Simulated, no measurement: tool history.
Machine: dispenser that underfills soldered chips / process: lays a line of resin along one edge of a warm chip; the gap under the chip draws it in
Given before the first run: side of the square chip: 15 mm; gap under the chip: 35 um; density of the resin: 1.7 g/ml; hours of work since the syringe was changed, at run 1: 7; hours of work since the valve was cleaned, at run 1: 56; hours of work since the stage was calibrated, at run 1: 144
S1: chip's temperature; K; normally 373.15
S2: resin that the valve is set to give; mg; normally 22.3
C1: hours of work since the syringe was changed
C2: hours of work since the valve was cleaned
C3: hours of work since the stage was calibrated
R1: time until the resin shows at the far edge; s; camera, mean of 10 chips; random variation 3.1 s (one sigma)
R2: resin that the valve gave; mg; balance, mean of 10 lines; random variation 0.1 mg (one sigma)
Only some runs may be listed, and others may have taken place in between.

run,day,S1,S2,C1,C2,C3,R1,R2
1,0,373.15,22.3,7,56,144,431.7,21.2
# day 0.183: new syringe of resin
2,0.183,373.15,19.5,0,59,147,322.2,18.41
3,0.379,373.15,22.3,4,63,151,375.4,20.97
4,0.567,373.15,22.3,7,66,155,445.8,20.97
# day 0.708: new syringe of resin
5,0.858,373.15,22.3,3,71,160,364.9,20.88
6,1.079,377.15,22.3,7,76,164,408.2,20.8
# day 1.246: new syringe of resin
7,1.35,377.15,22.3,2,80,169,309.4,20.69
8,1.567,377.15,22.3,6,85,173,386.2,20.43
# day 1.783: new syringe of resin
9,1.829,377.15,22.3,1,89,177,298.2,20.53
10,2.004,358.15,20.2,4,92,181,608.7,18.42
# day 2.158: dispensing valve cleaned and set on the balance
11,2.258,358.15,26.6,8,2,185,704.7,26.57
# day 2.346: new syringe of resin
12,2.579,365.15,19.6,4,8,190,489.9,19.38
13,2.758,373.15,24.1,8,11,194,460.2,23.87
# day 2.875: new syringe of resin
14,2.929,373.15,20.5,1,14,197,330.5,20.32
15,3.083,379.15,26,4,17,200,322.2,25.45
16,3.288,379.15,26,8,21,203,400.9,25.52
# day 3.4: new syringe of resin
17,3.558,384.15,28.9,3,25,208,274.5,28.17

Branching from run 17: 4 alternative next runs. What would each branch give?
A,3.775,361.15,25.3,7,29,212,?,?
B,3.775,368.15,22.3,7,29,212,?,?
C,3.775,382.15,22.3,7,29,212,?,?
D,3.775,375.15,22.3,7,29,212,?,?

run,R1,R2
A,614.2,24.53
B,519.8,21.66
C,354.9,21.74
D,430.3,21.67
The same runs, with their run-to-run variation unchanged, on a tool lacking any hidden condition would have given:
run,R1,R2
A,421.6,25.24
B,356.4,22.28
C,243.7,22.37
D,295.3,22.29

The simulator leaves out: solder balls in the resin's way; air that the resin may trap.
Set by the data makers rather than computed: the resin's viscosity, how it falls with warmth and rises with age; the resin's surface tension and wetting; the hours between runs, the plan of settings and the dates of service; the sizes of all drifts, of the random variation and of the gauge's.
